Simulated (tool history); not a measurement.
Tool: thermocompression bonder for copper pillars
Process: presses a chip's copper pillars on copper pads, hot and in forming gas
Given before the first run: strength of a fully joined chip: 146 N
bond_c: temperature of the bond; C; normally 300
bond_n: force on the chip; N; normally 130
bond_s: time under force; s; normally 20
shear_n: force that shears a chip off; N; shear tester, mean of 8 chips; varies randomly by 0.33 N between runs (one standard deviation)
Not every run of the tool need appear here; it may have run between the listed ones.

Run 1, day 0.000: usual settings. Result: shear_n 52.5 N.
Run 2, day 0.654: usual settings. Result: shear_n 52.7 N.
Run 3, day 1.438: usual settings. Result: shear_n 52.2 N.
Run 4, day 2.338: usual settings. Result: shear_n 51.6 N.
At day 2.779: forming gas filter changed.
Run 5, day 2.854: usual settings but bond_s 21 s. Result: shear_n 57.2 N.
Run 6, day 3.717: usual settings but bond_n 82 N. Result: shear_n 32.4 N.
Run 7, day 4.304: usual settings but bond_s 25 s. Result: shear_n 60.4 N.
Run 8, day 5.296: usual settings but bond_c 279 C, bond_s 25 s. Result: shear_n 43.7 N.
Run 9, day 5.850: usual settings but bond_c 279 C, bond_s 25 s. Result: shear_n 44.0 N.
Run 10, day 6.617: usual settings but bond_n 93 N. Result: shear_n 37.6 N.
Run 11, day 7.642: usual settings. Result: shear_n 54.7 N.
Run 12, day 8.488: usual settings but bond_n 129 N. Result: shear_n 54.1 N.
Run 13, day 9.242: usual settings. Result: shear_n 54.3 N.
Run 14, day 10.271: usual settings. Result: shear_n 53.8 N.
Run 15, day 10.946: usual settings but bond_n 154 N. Result: shear_n 63.7 N.
Run 16, day 11.712: usual settings but bond_n 154 N. Result: shear_n 64.6 N.
Run 17, day 12.208: usual settings but bond_n 154 N. Result: shear_n 64.0 N.
Run 18, day 12.971: usual settings but bond_c 323 C. Result: shear_n 71.3 N.
Run 19, day 13.746: usual settings but bond_n 111 N. Result: shear_n 44.4 N.
Run 20, day 14.621: usual settings but bond_s 36 s. Result: shear_n 65.9 N.
Run 21, day 15.300: usual settings but bond_c 302 C, bond_s 12 s. Result: shear_n 44.8 N.
Run 22, day 15.725: usual settings but bond_c 278 C. Result: shear_n 37.5 N.
At day 16.200: forming gas filter changed.
Run 23, day 16.338: usual settings but bond_n 87 N. Result: shear_n 35.5 N.
Run 24, day 17.325: usual settings but bond_n 87 N. Result: shear_n 35.9 N.
Run 25, day 18.246: usual settings but bond_n 172 N. Result: shear_n 74.9 N.
Run 26, day 18.696: usual settings but bond_c 323 C, bond_s 36 s. Result: shear_n 90.0 N.
Run 27, day 19.329: usual settings but bond_c 323 C, bond_s 36 s. Result: shear_n 89.6 N.
Run 28, day 19.896: usual settings but bond_c 275 C, bond_n 109 N. Result: shear_n 31.0 N.
Run 29, day 20.746: usual settings but bond_c 275 C, bond_n 109 N. Result: shear_n 30.8 N.
Run 30, day 21.392: usual settings but bond_c 316 C, bond_n 106 N, bond_s 41 s. Result: shear_n 72.3 N.
Run 31, day 22.388: usual settings but bond_c 316 C, bond_n 106 N, bond_s 41 s. Result: shear_n 70.3 N.
Run 32, day 23.400: usual settings but bond_c 287 C, bond_n 87 N, bond_s 40 s. Result: shear_n 38.3 N.
Run 33, day 24.200: usual settings but bond_c 277 C, bond_n 134 N, bond_s 48 s. Result: shear_n 57.0 N.
Run 34, day 25.067: usual settings but bond_c 277 C, bond_n 134 N, bond_s 48 s. Result: shear_n 56.4 N.
Run 35, day 25.850: usual settings but bond_c 312 C, bond_n 134 N, bond_s 15 s. Result: shear_n 58.8 N.
Run 36, day 26.517: usual settings but bond_c 303 C, bond_n 79 N, bond_s 11 s. Result: shear_n 24.2 N.
Run 37, day 27.117: usual settings but bond_c 280 C, bond_n 98 N, bond_s 51 s. Result: shear_n 42.3 N.
Run 38, day 28.092: usual settings but bond_c 280 C. Result: shear_n 39.5 N.
Run 39, day 29.108: usual settings but bond_c 311 C, bond_n 84 N. Result: shear_n 37.9 N.

Forecast each of these 3 alternatives for the next run:
At day 29.658: forming gas filter changed.
Run A, day 30.058: usual settings but bond_c 291 C, bond_n 163 N, bond_s 13 s. Result: shear_n ?.
At day 29.658: forming gas filter changed.
Run B, day 30.058: usual settings but bond_c 316 C, bond_n 124 N, bond_s 42 s. Result: shear_n ?.
At day 29.658: forming gas filter changed.
Run C, day 30.058: usual settings but bond_c 280 C, bond_n 126 N, bond_s 32 s. Result: shear_n ?.

run  shear_n
  A     53.9
  B     85.3
  C     49.6
Without the tool's unlogged condition, the same runs would have read:
run  shear_n
  A     51.2
  B     82.5
  C     47.0
